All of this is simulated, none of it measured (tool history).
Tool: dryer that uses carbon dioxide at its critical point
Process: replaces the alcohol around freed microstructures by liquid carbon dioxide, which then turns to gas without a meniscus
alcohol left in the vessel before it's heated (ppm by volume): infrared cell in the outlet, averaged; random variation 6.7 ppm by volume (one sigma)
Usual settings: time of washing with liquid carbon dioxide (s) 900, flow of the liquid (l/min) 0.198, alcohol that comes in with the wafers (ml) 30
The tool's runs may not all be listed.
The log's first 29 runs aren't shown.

run	day	time of washing with liquid carbon dioxide (s)	flow of the liquid (l/min)	alcohol that comes in with the wafers (ml)	alcohol left in the vessel before it's heated (ppm by volume)
30	8.525	1380	0.246	30	60
31	8.908	1380	0.246	30	62
32	9.233	1380	0.246	30	62
33	9.567	1380	0.246	30	62
34	9.808	1380	0.246	30	63
35	10.083	1380	0.246	30	66
36	10.458	1380	0.267	30	69
37	10.662	960	0.307	21	69
38	10.879	960	0.192	21	277
39	11.071	960	0.192	21	259
40	11.246	960	0.192	21	274
41	11.442	840	0.289	84	213
42	11.746	840	0.289	84	218
43	12.146	900	0.198	78	971
44	12.529	900	0.198	78	1021
45	12.862	660	0.137	41	6401
46	13.050	1140	0.137	41	1022

3 ways to go on from here, each from the tool as it stands after run 46. What would each give?
A	13.221	1140	0.137	43	?
B	13.221	720	0.239	64	?
C	13.221	900	0.198	30	?

run	alcohol left in the vessel before it's heated (ppm by volume)
A	1051
B	980
C	427
Without the tool's hidden state the same runs would have given:
run	alcohol left in the vessel before it's heated (ppm by volume)
A	805
B	728
C	289

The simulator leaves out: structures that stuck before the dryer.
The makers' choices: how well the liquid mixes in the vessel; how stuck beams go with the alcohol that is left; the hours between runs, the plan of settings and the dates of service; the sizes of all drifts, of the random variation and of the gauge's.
